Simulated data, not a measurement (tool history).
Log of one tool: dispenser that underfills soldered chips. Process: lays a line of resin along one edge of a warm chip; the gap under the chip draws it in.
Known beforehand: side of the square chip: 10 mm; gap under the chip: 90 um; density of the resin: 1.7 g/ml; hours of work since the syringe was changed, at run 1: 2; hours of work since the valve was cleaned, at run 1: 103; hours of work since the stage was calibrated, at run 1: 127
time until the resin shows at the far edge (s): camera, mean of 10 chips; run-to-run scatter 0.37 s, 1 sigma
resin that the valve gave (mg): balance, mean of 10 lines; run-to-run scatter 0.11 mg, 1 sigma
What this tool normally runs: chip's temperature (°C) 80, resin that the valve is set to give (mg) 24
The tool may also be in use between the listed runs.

| run | hour | chip's temperature (°C) | resin that the valve is set to give (mg) | hours of work since the syringe was changed | hours of work since the valve was cleaned | hours of work since the stage was calibrated | time until the resin shows at the far edge (s) | resin that the valve gave (mg) |
|---|---|---|---|---|---|---|---|---|
| 1 | 0 | 80 | 24 | 2 | 103 | 127 | 24.4 | 21.33 |
| 2 | 4.1 | 80 | 24 | 5 | 106 | 130 | 27.9 | 21.22 |
|  | 5 | new syringe of resin |
| 3 | 8.6 | 80 | 24 | 2 | 109 | 132 | 25.2 | 21.35 |
|  | 13.1 | new syringe of resin |
| 4 | 16 | 80 | 24 | 2 | 113 | 137 | 23.8 | 21.34 |
| 5 | 19.8 | 80 | 26.3 | 5 | 116 | 140 | 27.2 | 23.07 |
|  | 21.7 | new syringe of resin |
| 6 | 25.2 | 80 | 26.3 | 2 | 119 | 143 | 24.3 | 23.27 |
| 7 | 29.3 | 80 | 24 | 5 | 122 | 146 | 28.4 | 20.99 |
|  | 30.1 | new syringe of resin |
| 8 | 33 | 80 | 24 | 2 | 125 | 149 | 23.3 | 20.78 |
|  | 38.2 | new syringe of resin |
| 9 | 40.5 | 80 | 29.8 | 2 | 130 | 154 | 23.1 | 25.96 |
|  | 46.2 | new syringe of resin |
| 10 | 47.2 | 80 | 29.8 | 1 | 134 | 158 | 21.5 | 25.61 |
| 11 | 53.5 | 80 | 29.8 | 5 | 138 | 162 | 27.5 | 25.64 |
|  | 54.5 | new syringe of resin |
| 12 | 57.6 | 78 | 24 | 2 | 141 | 165 | 25.8 | 20.48 |
|  | 59.9 | dispensing valve cleaned and set on the balance |
| 13 | 62.2 | 78 | 24 | 5 | 2 | 167 | 29.2 | 24.13 |
|  | 63.7 | new syringe of resin |
| 14 | 66.1 | 78 | 22.7 | 2 | 4 | 170 | 24.2 | 22.7 |
| 15 | 71.2 | 78 | 22.7 | 5 | 8 | 173 | 29.4 | 22.57 |
|  | 72.1 | new syringe of resin |
| 16 | 76.6 | 78 | 22.7 | 3 | 11 | 177 | 27.7 | 22.62 |
|  | 80.1 | new syringe of resin |
| 17 | 82.9 | 78 | 22.7 | 2 | 15 | 181 | 24.3 | 22.3 |
|  | 88.1 | new syringe of resin |
| 18 | 88.2 | 78 | 22.7 | 0 | 19 | 184 | 22.9 | 22.39 |
| 19 | 91.9 | 93 | 27.7 | 3 | 21 | 187 | 15 | 27.37 |
|  | 96.4 | new syringe of resin |
| 20 | 97 | 92 | 23.1 | 0 | 24 | 190 | 14 | 22.53 |
| 21 | 101 | 86 | 24 | 3 | 27 | 193 | 20.1 | 23.31 |
|  | 104.6 | new syringe of resin |
| 22 | 108.3 | 86 | 24 | 3 | 32 | 198 | 18.8 | 23.3 |
|  | 112.7 | new syringe of resin |
| 23 | 116 | 78 | 28.4 | 2 | 37 | 203 | 25.4 | 27.61 |
|  | 120.7 | new syringe of resin |
| 24 | 123 | 78 | 24 | 2 | 42 | 207 | 24.6 | 23.2 |
|  | 128.8 | new syringe of resin |
| 25 | 128.8 | 78 | 24 | 0 | 45 | 211 | 22.8 | 23.19 |
| 26 | 133.1 | 80 | 26.6 | 3 | 48 | 214 | 24.3 | 25.46 |
|  | 137 | new syringe of resin |
| 27 | 138.1 | 90 | 24 | 1 | 52 | 217 | 14.9 | 22.74 |
| 28 | 143.1 | 90 | 24 | 4 | 55 | 221 | 18.1 | 22.85 |
|  | 145 | new syringe of resin |
| 29 | 149.5 | 78 | 28.2 | 3 | 59 | 225 | 26.9 | 26.62 |

Each row is a separate what-if for the run after 29, all from the same tool condition, not one after another. Results?
|  | 153 | new syringe of resin |
| A | 155.5 | 72 | 20.7 | 2 | 63 | 229 | ? | ? |
|  | 153 | new syringe of resin |
| B | 155.5 | 75 | 28.2 | 2 | 63 | 229 | ? | ? |
|  | 153 | new syringe of resin |
| C | 155.5 | 87 | 28.2 | 2 | 63 | 229 | ? | ? |
|  | 153 | new syringe of resin |
| D | 155.5 | 83 | 24 | 2 | 63 | 229 | ? | ? |

| run | time until the resin shows at the far edge (s) | resin that the valve gave (mg) |
|---|---|---|
| A | 31 | 19.46 |
| B | 27.4 | 26.63 |
| C | 17.8 | 26.44 |
| D | 20.1 | 22.62 |
What these runs would have given with no unlogged condition in the tool:
| run | time until the resin shows at the far edge (s) | resin that the valve gave (mg) |
|---|---|---|
| A | 29.4 | 20.68 |
| B | 26.4 | 28.29 |
| C | 17 | 28.1 |
| D | 19.2 | 24.02 |
